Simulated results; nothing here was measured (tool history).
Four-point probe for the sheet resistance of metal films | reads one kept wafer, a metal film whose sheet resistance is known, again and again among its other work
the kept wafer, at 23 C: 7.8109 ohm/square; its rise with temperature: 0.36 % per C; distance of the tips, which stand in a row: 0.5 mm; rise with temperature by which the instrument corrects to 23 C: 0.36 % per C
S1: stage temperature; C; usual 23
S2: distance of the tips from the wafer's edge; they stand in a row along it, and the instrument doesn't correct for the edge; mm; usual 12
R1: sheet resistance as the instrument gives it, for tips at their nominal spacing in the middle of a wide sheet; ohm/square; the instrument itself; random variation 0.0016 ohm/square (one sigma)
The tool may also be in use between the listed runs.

run 1 hour=0 | S1=23 S2=12 | R1=7.806209
run 2 hour=97.7 | S1=23 S2=12 | R1=7.799572
run 3 hour=174.9 | S1=23 S2=12 | R1=7.80068
run 4 hour=251.2 | S1=31 S2=12 | R1=7.795567
run 5 hour=336.5 | S1=31 S2=12 | R1=7.79312
run 6 hour=416.5 | S1=31 S2=12 | R1=7.791214
run 7 hour=519.4 | S1=29 S2=12 | R1=7.788817
run 8 hour=610.8 | S1=29 S2=12 | R1=7.784141
-- hour=652.6 stage's thermometer calibrated
run 9 hour=685.8 | S1=29 S2=12 | R1=7.778147
run 10 hour=742.2 | S1=29 S2=12 | R1=7.776684
run 11 hour=821.1 | S1=28 S2=4 | R1=7.833882
run 12 hour=877.2 | S1=30 S2=12 | R1=7.770764
run 13 hour=968.6 | S1=21 S2=39 | R1=7.766832
run 14 hour=1032.5 | S1=30 S2=26 | R1=7.765074
run 15 hour=1141.4 | S1=30 S2=26 | R1=7.761894

5 ways to go on from here, each from the tool as it stands after run 15. What would each give?
run A hour=1210.4 | S1=30 S2=42 | R1=?
run B hour=1210.4 | S1=23 S2=12 | R1=?
run C hour=1210.4 | S1=35 S2=12 | R1=?
run D hour=1210.4 | S1=30 S2=9 | R1=?
run E hour=1210.4 | S1=20 S2=13 | R1=?

run=A R1=7.75953
run=B R1=7.768117
run=C R1=7.765042
run=D R1=7.770316
run=E R1=7.767512
Without the tool's hidden state the same runs would have given:
run=A R1=7.810237
run=B R1=7.818827
run=C R1=7.815815
run=D R1=7.821086
run=E R1=7.818196
